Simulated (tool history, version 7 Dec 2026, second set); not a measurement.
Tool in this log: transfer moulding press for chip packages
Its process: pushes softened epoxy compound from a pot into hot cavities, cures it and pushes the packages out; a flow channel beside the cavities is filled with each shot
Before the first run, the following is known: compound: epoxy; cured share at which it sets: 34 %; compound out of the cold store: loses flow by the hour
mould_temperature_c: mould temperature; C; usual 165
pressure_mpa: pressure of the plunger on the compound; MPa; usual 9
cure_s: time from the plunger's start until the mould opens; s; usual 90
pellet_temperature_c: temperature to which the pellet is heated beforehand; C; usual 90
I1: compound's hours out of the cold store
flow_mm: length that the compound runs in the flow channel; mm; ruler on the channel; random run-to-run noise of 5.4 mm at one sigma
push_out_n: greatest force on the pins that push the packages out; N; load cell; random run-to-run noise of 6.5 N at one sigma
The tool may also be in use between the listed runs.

Run 1, hour 0: usual settings; I1 19.6. Result: flow_mm 850 mm, push_out_n 247 N.
Run 2, hour 19.6: usual settings; I1 42.2. Result: flow_mm 808 mm, push_out_n 263 N.
Run 3, hour 48.2: usual settings; I1 39.3. Result: flow_mm 811 mm, push_out_n 257 N.
At hour 58.9: cavities cleaned with cleaning compound and waxed.
Run 4, hour 70.6: usual settings; I1 40.9. Result: flow_mm 804 mm, push_out_n 257 N.
Run 5, hour 91.7: usual settings but cure_s 82 s; I1 41.9. Result: flow_mm 813 mm, push_out_n 272 N.
Run 6, hour 122.7: usual settings; I1 44.3. Result: flow_mm 797 mm, push_out_n 253 N.
At hour 143.8: cavities cleaned with cleaning compound and waxed.
Run 7, hour 155: usual settings; I1 33.4. Result: flow_mm 820 mm, push_out_n 249 N.
Run 8, hour 177.1: usual settings; I1 14.5. Result: flow_mm 870 mm, push_out_n 264 N.
Run 9, hour 199.6: usual settings; I1 18.7. Result: flow_mm 852 mm, push_out_n 257 N.
At hour 228.2: cavities cleaned with cleaning compound and waxed.
At hour 232.8: plunger's sealing rings changed.
Run 10, hour 234.5: usual settings but mould_temperature_c 162 C; I1 24.2. Result: flow_mm 851 mm, push_out_n 302 N.
Run 11, hour 253: usual settings but mould_temperature_c 162 C; I1 40.7. Result: flow_mm 821 mm, push_out_n 289 N.
Run 12, hour 274.2: usual settings but mould_temperature_c 162 C; I1 32.1. Result: flow_mm 831 mm, push_out_n 298 N.
Run 13, hour 305.7: usual settings but mould_temperature_c 162 C; I1 22.1. Result: flow_mm 860 mm, push_out_n 294 N.
At hour 316.4: cavities cleaned with cleaning compound and waxed.
Run 14, hour 323.2: usual settings but mould_temperature_c 162 C; I1 41.9. Result: flow_mm 821 mm, push_out_n 285 N.
Run 15, hour 345.9: usual settings but mould_temperature_c 162 C; I1 29.1. Result: flow_mm 838 mm, push_out_n 293 N.
Run 16, hour 368.6: usual settings but mould_temperature_c 160 C, cure_s 113 s; I1 40. Result: flow_mm 831 mm, push_out_n 265 N.
At hour 399.7: cavities cleaned with cleaning compound and waxed.
Run 17, hour 401.5: usual settings but mould_temperature_c 160 C, cure_s 113 s; I1 31.7. Result: flow_mm 843 mm, push_out_n 252 N.
Run 18, hour 414.7: usual settings but mould_temperature_c 171 C, pressure_mpa 6.99 MPa, cure_s 113 s; I1 38.3. Result: flow_mm 693 mm, push_out_n 239 N.
Run 19, hour 429.2: usual settings but mould_temperature_c 171 C, pressure_mpa 6.99 MPa, cure_s 113 s; I1 31.5. Result: flow_mm 718 mm, push_out_n 243 N.
Run 20, hour 445.8: usual settings but mould_temperature_c 171 C, pressure_mpa 6.99 MPa, cure_s 113 s; I1 31.1. Result: flow_mm 715 mm, push_out_n 237 N.
Run 21, hour 469.4: usual settings but mould_temperature_c 172 C, cure_s 78 s, pellet_temperature_c 91 C; I1 36.7. Result: flow_mm 799 mm, push_out_n 239 N.
At hour 483.1: cavities cleaned with cleaning compound and waxed.
Run 22, hour 486.3: usual settings but mould_temperature_c 172 C, cure_s 78 s, pellet_temperature_c 91 C; I1 36.4. Result: flow_mm 808 mm, push_out_n 235 N.
Run 23, hour 504.4: usual settings but mould_temperature_c 172 C, cure_s 78 s, pellet_temperature_c 91 C; I1 12.3. Result: flow_mm 843 mm, push_out_n 249 N.
Run 24, hour 530.3: usual settings but pressure_mpa 9.13 MPa, cure_s 126 s, pellet_temperature_c 81 C; I1 40.4. Result: flow_mm 817 mm, push_out_n 240 N.
Run 25, hour 548.2: usual settings but pressure_mpa 9.13 MPa, cure_s 126 s, pellet_temperature_c 88 C; I1 14.9. Result: flow_mm 867 mm, push_out_n 252 N.
At hour 567.7: cavities cleaned with cleaning compound and waxed.
Run 26, hour 570.1: usual settings but pressure_mpa 9.13 MPa, cure_s 126 s, pellet_temperature_c 88 C; I1 38.5. Result: flow_mm 811 mm, push_out_n 241 N.
Run 27, hour 590.5: usual settings but cure_s 107 s, pellet_temperature_c 86 C; I1 14.5. Result: flow_mm 863 mm, push_out_n 244 N.

Run 28 has not been measured yet. What should we expect?
At hour 598.1: plunger's sealing rings changed.
Run 28, hour 622.7: usual settings but cure_s 107 s, pellet_temperature_c 86 C; I1 17.9. Result: flow_mm ?, push_out_n ?.

flow_mm: 852 mm
push_out_n: 238 N
If the tool had no hidden condition, the same run with the same run-to-run variation would have returned flow_mm 852 mm, push_out_n 236 N.
